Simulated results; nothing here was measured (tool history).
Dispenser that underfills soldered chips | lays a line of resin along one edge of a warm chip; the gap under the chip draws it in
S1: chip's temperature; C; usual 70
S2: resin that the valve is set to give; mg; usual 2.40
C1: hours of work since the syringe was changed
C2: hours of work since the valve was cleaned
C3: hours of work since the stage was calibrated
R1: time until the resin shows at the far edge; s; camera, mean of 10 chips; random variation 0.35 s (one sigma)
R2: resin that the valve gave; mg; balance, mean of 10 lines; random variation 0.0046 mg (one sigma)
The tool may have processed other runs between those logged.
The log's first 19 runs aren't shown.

run	hour	S1	S2	C1	C2	C3	R1	R2
# hour 156.6: new syringe of resin
20	162.8	64	2.78	4	17	223	25.4	2.763
# hour 168.9: new syringe of resin
21	170.7	64	2.78	1	22	228	23.6	2.763
22	180.3	64	2.37	7	27	233	30.7	2.347
# hour 181.3: new syringe of resin
23	190.0	67	2.57	5	33	239	24.3	2.533
# hour 194.2: new syringe of resin
24	200.9	67	2.57	4	40	246	22.4	2.533
# hour 206.8: new syringe of resin
25	208.9	70	2.48	1	44	250	18.3	2.438
26	218.0	78	2.40	7	50	256	16.3	2.358
# hour 219.6: new syringe of resin
27	224.9	76	2.34	3	54	260	15.7	2.295
# hour 232.0: new syringe of resin
28	235.3	68	2.97	2	60	266	20.6	2.907
29	243.2	66	2.15	7	65	271	28.7	2.104
# hour 245.0: new syringe of resin
30	253.0	79	2.36	5	70	276	14.2	2.304
# hour 257.7: new syringe of resin
31	260.6	59	2.46	2	75	281	29.9	2.402
32	269.0	63	2.89	7	80	286	31.5	2.809
# hour 270.6: new syringe of resin
33	277.6	78	2.66	4	85	291	14.3	2.588
# hour 283.3: new syringe of resin
34	289.0	57	2.40	3	92	298	34.9	2.325

Each row is a separate what-if for the run after 34, all from the same tool condition, not one after another. Results?
A	293.5	60	2.40	6	94	300	?	?
B	293.5	84	2.40	6	94	300	?	?
C	293.5	75	2.32	6	94	300	?	?
D	293.5	78	2.40	6	94	300	?	?
E	293.5	67	2.40	6	94	300	?	?

run	R1	R2
A	34.6	2.320
B	12.3	2.327
C	18.2	2.241
D	16.0	2.320
E	25.1	2.327
With the hidden condition removed and each run's random variation left untouched, the same runs would have given:
run	R1	R2
A	26.3	2.398
B	9.2	2.405
C	13.8	2.316
D	12.2	2.398
E	19.1	2.405
